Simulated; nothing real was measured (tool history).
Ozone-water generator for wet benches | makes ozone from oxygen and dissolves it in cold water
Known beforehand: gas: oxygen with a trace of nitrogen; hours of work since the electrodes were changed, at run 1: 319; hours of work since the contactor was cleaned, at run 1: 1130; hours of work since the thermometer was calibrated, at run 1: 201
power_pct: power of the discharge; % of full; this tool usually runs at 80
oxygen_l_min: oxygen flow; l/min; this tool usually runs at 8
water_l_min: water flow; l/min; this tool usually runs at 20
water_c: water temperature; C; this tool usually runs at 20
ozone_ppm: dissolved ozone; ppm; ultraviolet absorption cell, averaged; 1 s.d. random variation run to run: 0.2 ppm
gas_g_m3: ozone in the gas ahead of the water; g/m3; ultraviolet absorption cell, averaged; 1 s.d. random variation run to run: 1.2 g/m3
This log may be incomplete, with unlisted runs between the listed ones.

run,hour,power_pct,oxygen_l_min,water_l_min,water_c,hours of work since the electrodes were changed,hours of work since the contactor was cleaned,hours of work since the thermometer was calibrated,ozone_ppm,gas_g_m3
1,0,80,8,20,20,319,1130,201,28.2,218.6
2,55.1,80,10.27,20,20,372,1182,253,27.9,195.6
3,85.6,80,10.27,20,20,401,1211,282,27.6,194.1
4,133.3,80,10.27,20,20,446,1257,327,27.6,196.3
5,201.5,80,10.87,20,20,511,1322,392,27.3,190.6
6,252.5,58,8,20,20,560,1370,441,23.5,179.9
7,306.8,58,8,20,20,612,1422,493,23.1,180.1
8,359.2,80,8,20,20,662,1472,543,27.8,214.7
9,387.7,80,8,20,20,689,1499,570,27.5,215.1
10,442.9,80,8,20,20,741,1551,622,27.6,214.6
11,494.3,77,8,20,20,790,1600,671,26.8,210.8
12,523.2,77,8,20,20,818,1628,699,26.8,210.7
13,574,80,6,20,20,866,1676,747,27.2,241.5
14,603.3,84,8,20,20,894,1704,775,28.3,219.3
15,637.7,84,8,20,20,927,1737,808,28,215
16,696.7,84,8,20,20,983,1793,864,28,216.6
17,741.5,84,8,20,20,1026,1836,907,27.5,217.4
18,798.4,84,8,20,20,1080,1890,961,27.7,217.5
19,847.9,84,8,20,20,1127,1937,1008,27.7,215
20,903.1,41,8,15,26,1179,1990,1061,20,148.3
21,954,80,8,25,20,1228,2038,1109,22.3,209.8
22,1001.3,42,8,25,18,1273,2083,1154,16.6,149.5
23,1044.8,98,6.32,12,20,1314,2125,1196,41.3,257
24,1097.9,59,4.28,20,20,1365,2175,1246,21.7,232.6
25,1138.7,80,8,29,15,1404,2214,1285,21.2,210
26,1174.6,80,8,29,15,1438,2248,1319,21.1,209
27,1203.9,89,8,29,15,1466,2276,1347,22.3,221.8
28,1233.6,89,8,29,15,1494,2305,1375,22.4,219
29,1265.2,89,8,29,15,1524,2335,1405,22.2,219
30,1322.6,40,8,24,20,1579,2389,1460,16,144.9
31,1376,52,7.81,19,12,1630,2440,1511,24.9,167.4
32,1426.5,52,8,19,12,1678,2488,1559,24.7,164.7

Pick out some run-to-run changes in ozone_ppm. Of each, how much would a tool without hidden state show as well, from the settings, what came in and chance, and how much is left for the hidden state and any gauge scatter not in both results compared?
What the log doesn't record here: yield of the discharge, % of new electrodes'; contactor's efficiency, % of a clean one's; true water temperature over the reading, C; drift of the gauge itself on ozone_ppm, %; drift of the gauge itself on gas_g_m3, %.
Run 22 -> 23: power_pct 42 -> 98, oxygen_l_min 8 -> 6.32, water_l_min 25 -> 12, water_c 18 -> 20. ozone_ppm +24.7 ppm: hidden state -2.3, all else +27.
Run 23 -> 24: power_pct 98 -> 59, oxygen_l_min 6.32 -> 4.28, water_l_min 12 -> 20. ozone_ppm -19.6 ppm: hidden state +1.7, all else -21.3.
Run 29 -> 30: power_pct 89 -> 40, water_l_min 29 -> 24, water_c 15 -> 20. ozone_ppm -6.2 ppm: hidden state +1.1, all else -7.3.
Run 30 -> 31: power_pct 40 -> 52, oxygen_l_min 8 -> 7.81, water_l_min 24 -> 19, water_c 20 -> 12. ozone_ppm +8.9 ppm: hidden state -0.9, all else +9.8.
